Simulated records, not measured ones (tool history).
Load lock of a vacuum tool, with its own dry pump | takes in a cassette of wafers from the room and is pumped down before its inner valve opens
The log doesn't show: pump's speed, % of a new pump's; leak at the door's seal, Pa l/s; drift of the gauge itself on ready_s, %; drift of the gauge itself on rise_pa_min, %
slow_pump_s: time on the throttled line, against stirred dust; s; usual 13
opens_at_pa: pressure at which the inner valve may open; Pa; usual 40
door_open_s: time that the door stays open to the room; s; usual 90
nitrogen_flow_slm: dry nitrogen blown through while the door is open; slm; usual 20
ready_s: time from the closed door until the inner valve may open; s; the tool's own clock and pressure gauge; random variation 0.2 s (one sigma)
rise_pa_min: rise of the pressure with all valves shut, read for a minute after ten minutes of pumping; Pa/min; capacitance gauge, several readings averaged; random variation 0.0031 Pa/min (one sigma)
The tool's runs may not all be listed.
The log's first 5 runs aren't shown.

| run | hour | slow_pump_s | opens_at_pa | door_open_s | nitrogen_flow_slm | hours that the pump has run since its overhaul | times that the door has closed on its seal | incoming humidity of the room's air, % | ready_s | rise_pa_min |
|---|---|---|---|---|---|---|---|---|---|---|
| 6 | 751.2 | 13 | 32 | 90 | 20 | 14640 | 19284 | 42.2 | 24.1 | 0.078 |
| 7 | 849.0 | 13 | 32 | 90 | 20 | 14737 | 19590 | 44.2 | 24.1 | 0.078 |
| 8 | 1067.7 | 13 | 32 | 90 | 20 | 14956 | 20274 | 45.6 | 23.7 | 0.086 |
| 9 | 1285.9 | 13 | 40 | 65 | 20 | 15174 | 20957 | 47.8 | 23.9 | 0.070 |
| 10 | 1487.4 | 13 | 40 | 65 | 20 | 15376 | 21587 | 44.9 | 23.8 | 0.064 |
| 11 | 1580.3 | 13 | 41 | 65 | 20 | 15469 | 21877 | 44.3 | 23.5 | 0.063 |
| 12 | 1719.7 | 13 | 41 | 65 | 20 | 15608 | 22313 | 42.2 | 23.7 | 0.067 |
| 13 | 1887.3 | 13 | 41 | 65 | 20 | 15776 | 22837 | 40.7 | 23.9 | 0.059 |
| 14 | 2057.9 | 13 | 41 | 65 | 20 | 15946 | 23370 | 44.6 | 23.6 | 0.067 |
|  | 2251.9 | dry pump taken out, an overhauled one fitted |
| 15 | 2278.4 | 13 | 41 | 65 | 20 | 27 | 24041 | 46.2 | 23.4 | 0.064 |
| 16 | 2497.9 | 13 | 41 | 65 | 20 | 246 | 24728 | 42.4 | 23.6 | 0.062 |
| 17 | 2604.1 | 13 | 41 | 65 | 20 | 352 | 25060 | 46.1 | 23.3 | 0.071 |
| 18 | 2740.3 | 13 | 41 | 65 | 20 | 488 | 25486 | 44.4 | 23.7 | 0.065 |
| 19 | 2888.3 | 25 | 43 | 189 | 5 | 636 | 25948 | 42.7 | 32.8 | 0.163 |
| 20 | 3101.9 | 13 | 42 | 90 | 6 | 850 | 26616 | 42.5 | 23.5 | 0.098 |
| 21 | 3210.7 | 13 | 40 | 112 | 6 | 959 | 26956 | 42.4 | 23.5 | 0.116 |
| 22 | 3383.3 | 8 | 40 | 43 | 20 | 1131 | 27496 | 47.2 | 19.9 | 0.055 |
| 23 | 3512.3 | 13 | 28 | 225 | 20 | 1260 | 27899 | 46.6 | 24.6 | 0.144 |
| 24 | 3715.8 | 13 | 28 | 225 | 20 | 1464 | 28536 | 42.9 | 24.4 | 0.139 |
| 25 | 3889.3 | 16 | 42 | 48 | 37 | 1637 | 29078 | 44.6 | 25.7 | 0.051 |
| 26 | 3984.5 | 16 | 42 | 48 | 37 | 1733 | 29376 | 43.9 | 25.7 | 0.041 |
| 27 | 4086.1 | 13 | 37 | 212 | 20 | 1834 | 29694 | 45.8 | 23.3 | 0.139 |
| 28 | 4196.4 | 13 | 40 | 135 | 20 | 1945 | 30039 | 45.7 | 23.8 | 0.105 |
| 29 | 4322.5 | 13 | 40 | 135 | 20 | 2071 | 30433 | 46.1 | 23.5 | 0.107 |
| 30 | 4506.6 | 15 | 40 | 152 | 20 | 2255 | 31008 | 39.1 | 25.3 | 0.099 |

3 ways to go on from here, each from the tool as it stands after run 30. What would each give?
| A | 4647.6 | 25 | 51 | 77 | 20 | 2396 | 31450 | 46.1 | ? | ? |
| B | 4647.6 | 13 | 40 | 90 | 39 | 2396 | 31450 | 46.6 | ? | ? |
| C | 4647.6 | 15 | 40 | 47 | 41 | 2396 | 31450 | 45.9 | ? | ? |

| run | ready_s | rise_pa_min |
|---|---|---|
| A | 32.7 | 0.074 |
| B | 23.8 | 0.058 |
| C | 24.9 | 0.043 |
Without the tool's hidden state the same runs would have given:
| run | ready_s | rise_pa_min |
|---|---|---|
| A | 32.7 | 0.073 |
| B | 23.8 | 0.057 |
| C | 24.9 | 0.042 |

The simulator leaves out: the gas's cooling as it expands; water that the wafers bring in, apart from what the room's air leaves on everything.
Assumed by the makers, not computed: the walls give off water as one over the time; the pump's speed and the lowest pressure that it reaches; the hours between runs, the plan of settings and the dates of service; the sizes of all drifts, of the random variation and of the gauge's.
